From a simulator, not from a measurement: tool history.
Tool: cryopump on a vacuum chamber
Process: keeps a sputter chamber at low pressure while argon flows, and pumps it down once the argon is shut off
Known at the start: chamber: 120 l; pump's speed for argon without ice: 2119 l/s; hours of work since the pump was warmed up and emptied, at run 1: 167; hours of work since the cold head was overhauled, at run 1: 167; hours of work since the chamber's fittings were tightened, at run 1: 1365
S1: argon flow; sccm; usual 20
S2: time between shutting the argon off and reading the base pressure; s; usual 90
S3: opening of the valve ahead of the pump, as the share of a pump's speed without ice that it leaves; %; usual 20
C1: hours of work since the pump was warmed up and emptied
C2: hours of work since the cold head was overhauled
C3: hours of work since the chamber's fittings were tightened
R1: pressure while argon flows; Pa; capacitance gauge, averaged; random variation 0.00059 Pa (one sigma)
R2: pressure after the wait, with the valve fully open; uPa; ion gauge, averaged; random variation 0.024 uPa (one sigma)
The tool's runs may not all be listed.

| run | day | S1 | S2 | S3 | C1 | C2 | C3 | R1 | R2 |
|---|---|---|---|---|---|---|---|---|---|
| 1 | 0 | 20 | 90 | 20 | 167 | 167 | 1365 | 0.0807 | 1.39 |
| 2 | 1.05 | 20 | 90 | 20 | 182 | 182 | 1379 | 0.0807 | 1.4 |
| 3 | 1.525 | 20 | 90 | 20 | 188 | 188 | 1385 | 0.0807 | 1.45 |
| 4 | 2.683 | 20 | 90 | 20 | 204 | 204 | 1401 | 0.0796 | 1.43 |
| 5 | 3.717 | 20 | 90 | 20 | 218 | 218 | 1415 | 0.0803 | 1.46 |
| 6 | 4.667 | 20 | 90 | 20 | 231 | 231 | 1428 | 0.0808 | 1.41 |
| 7 | 5.679 | 20 | 90 | 20 | 245 | 245 | 1442 | 0.0816 | 1.43 |
| 8 | 6.379 | 20 | 90 | 20 | 254 | 254 | 1451 | 0.0802 | 1.47 |
| 9 | 7.088 | 13 | 90 | 20 | 264 | 264 | 1461 | 0.0519 | 1.47 |
| 10 | 7.633 | 13 | 90 | 20 | 271 | 271 | 1468 | 0.0544 | 1.45 |
| 11 | 8.512 | 20 | 55 | 20 | 283 | 283 | 1480 | 0.081 | 1.91 |
|  | 8.85 | leaking fittings of the chamber tightened, without venting |
| 12 | 9.733 | 20 | 55 | 48 | 299 | 299 | 12 | 0.0333 | 1.29 |
| 13 | 10.896 | 20 | 55 | 48 | 314 | 314 | 28 | 0.0349 | 1.38 |
| 14 | 11.733 | 20 | 55 | 48 | 326 | 326 | 39 | 0.0341 | 1.35 |
| 15 | 12.746 | 19 | 90 | 20 | 340 | 340 | 53 | 0.0777 | 0.89 |
| 16 | 13.654 | 22 | 90 | 20 | 352 | 352 | 65 | 0.0892 | 0.92 |
| 17 | 14.425 | 12 | 112 | 26 | 362 | 362 | 76 | 0.0378 | 0.76 |

Run 18 comes next. What will it give?
| 18 | 14.933 | 12 | 112 | 26 | 369 | 369 | 83 | ? | ? |

Run 18 gave R1 0.0373 Pa, R2 0.79 uPa.
Without the tool's hidden state the same run would have given R1 0.0365 Pa, R2 0.73 uPa.
